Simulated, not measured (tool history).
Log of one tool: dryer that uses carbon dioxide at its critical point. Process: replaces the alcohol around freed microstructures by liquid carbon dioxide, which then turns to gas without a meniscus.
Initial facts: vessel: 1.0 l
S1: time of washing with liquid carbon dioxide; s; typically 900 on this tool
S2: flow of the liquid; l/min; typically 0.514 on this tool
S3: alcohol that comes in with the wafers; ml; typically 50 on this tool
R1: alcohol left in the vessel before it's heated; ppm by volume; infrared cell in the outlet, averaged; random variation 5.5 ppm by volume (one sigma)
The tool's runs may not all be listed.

Run 1, hour 0.0: usual settings. Result: R1 204 ppm by volume.
Run 2, hour 4.8: usual settings. Result: R1 201 ppm by volume.
Run 3, hour 12.7: usual settings. Result: R1 211 ppm by volume.
Run 4, hour 17.0: usual settings. Result: R1 211 ppm by volume.
Run 5, hour 24.5: usual settings. Result: R1 216 ppm by volume.
Run 6, hour 31.1: usual settings. Result: R1 222 ppm by volume.
Run 7, hour 41.2: usual settings. Result: R1 213 ppm by volume.
Run 8, hour 49.4: usual settings but S3 49 ml. Result: R1 208 ppm by volume.
Run 9, hour 54.1: usual settings but S3 49 ml. Result: R1 214 ppm by volume.
Run 10, hour 59.7: usual settings but S2 0.361 l/min. Result: R1 1083 ppm by volume.
Run 11, hour 66.3: usual settings but S2 0.361 l/min. Result: R1 1067 ppm by volume.
Run 12, hour 73.3: usual settings but S2 0.361 l/min. Result: R1 1089 ppm by volume.
Run 13, hour 79.0: usual settings but S1 960 s. Result: R1 169 ppm by volume.
Run 14, hour 86.8: usual settings but S1 960 s, S3 23 ml. Result: R1 92 ppm by volume.
Run 15, hour 96.0: usual settings but S1 960 s, S3 23 ml. Result: R1 95 ppm by volume.
Run 16, hour 106.1: usual settings but S1 1020 s. Result: R1 128 ppm by volume.
Run 17, hour 111.4: usual settings but S1 1020 s. Result: R1 128 ppm by volume.
Run 18, hour 118.6: usual settings but S1 1020 s. Result: R1 136 ppm by volume.
Run 19, hour 128.8: usual settings but S1 1020 s. Result: R1 135 ppm by volume.
Run 20, hour 133.3: usual settings but S1 1020 s. Result: R1 135 ppm by volume.
Run 21, hour 138.3: usual settings but S1 1020 s. Result: R1 130 ppm by volume.
Run 22, hour 147.3: usual settings but S1 1020 s. Result: R1 126 ppm by volume.
Run 23, hour 152.1: usual settings but S2 0.404 l/min, S3 33 ml. Result: R1 505 ppm by volume.
Run 24, hour 161.1: usual settings but S1 960 s, S3 101 ml. Result: R1 309 ppm by volume.
Run 25, hour 168.3: usual settings but S1 660 s, S2 0.402 l/min, S3 24 ml. Result: R1 1095 ppm by volume.
Run 26, hour 178.3: usual settings but S1 720 s, S2 0.312 l/min, S3 92 ml. Result: R1 6668 ppm by volume.
Run 27, hour 184.7: usual settings but S1 720 s, S2 0.312 l/min, S3 92 ml. Result: R1 6901 ppm by volume.
Run 28, hour 192.2: usual settings but S1 720 s, S2 0.312 l/min, S3 76 ml. Result: R1 5671 ppm by volume.
Run 29, hour 202.3: usual settings but S1 1020 s. Result: R1 144 ppm by volume.
Run 30, hour 212.4: usual settings but S2 0.779 l/min. Result: R1 59 ppm by volume.
Run 31, hour 218.6: usual settings but S2 0.779 l/min. Result: R1 66 ppm by volume.
Run 32, hour 223.2: usual settings but S1 780 s, S2 0.827 l/min, S3 22 ml. Result: R1 64 ppm by volume.
Run 33, hour 233.6: usual settings but S1 780 s, S2 0.472 l/min, S3 22 ml. Result: R1 335 ppm by volume.
Run 34, hour 237.9: usual settings but S1 660 s, S2 0.560 l/min, S3 37 ml. Result: R1 515 ppm by volume.
Run 35, hour 247.9: usual settings but S1 1440 s, S3 106 ml. Result: R1 66 ppm by volume.
Run 36, hour 255.0: usual settings but S1 660 s, S2 0.313 l/min, S3 30 ml. Result: R1 2922 ppm by volume.
Run 37, hour 264.6: usual settings but S1 1440 s, S2 0.477 l/min, S3 117 ml. Result: R1 87 ppm by volume.
Run 38, hour 271.3: usual settings but S1 1020 s, S2 0.415 l/min, S3 24 ml. Result: R1 226 ppm by volume.
Run 39, hour 277.4: usual settings but S1 1260 s, S2 0.723 l/min. Result: R1 58 ppm by volume.
Run 40, hour 286.3: usual settings but S1 1260 s, S2 0.723 l/min. Result: R1 47 ppm by volume.
Run 41, hour 296.7: usual settings but S1 780 s, S2 0.782 l/min, S3 36 ml. Result: R1 83 ppm by volume.
Run 42, hour 306.4: usual settings but S1 780 s, S2 0.782 l/min, S3 36 ml. Result: R1 84 ppm by volume.

5 ways to go on from here, each from the tool as it stands after run 42. What would each give?
Run A, hour 315.1: usual settings but S1 780 s. Result: R1 ?.
Run B, hour 315.1: usual settings but S1 720 s. Result: R1 ?.
Run C, hour 315.1: usual settings but S1 600 s, S2 0.351 l/min, S3 36 ml. Result: R1 ?.
Run D, hour 315.1: usual settings but S1 720 s, S2 0.643 l/min, S3 29 ml. Result: R1 ?.
Run E, hour 315.1: usual settings but S1 1200 s, S2 0.331 l/min, S3 36 ml. Result: R1 ?.

run    R1
  A   524
  B   716
  C  3303
  D   173
  E   436
Take away the tool's hidden state, keep each run's random variation, and the runs would have read:
run    R1
  A   339
  B   488
  C  2752
  D    78
  E   280

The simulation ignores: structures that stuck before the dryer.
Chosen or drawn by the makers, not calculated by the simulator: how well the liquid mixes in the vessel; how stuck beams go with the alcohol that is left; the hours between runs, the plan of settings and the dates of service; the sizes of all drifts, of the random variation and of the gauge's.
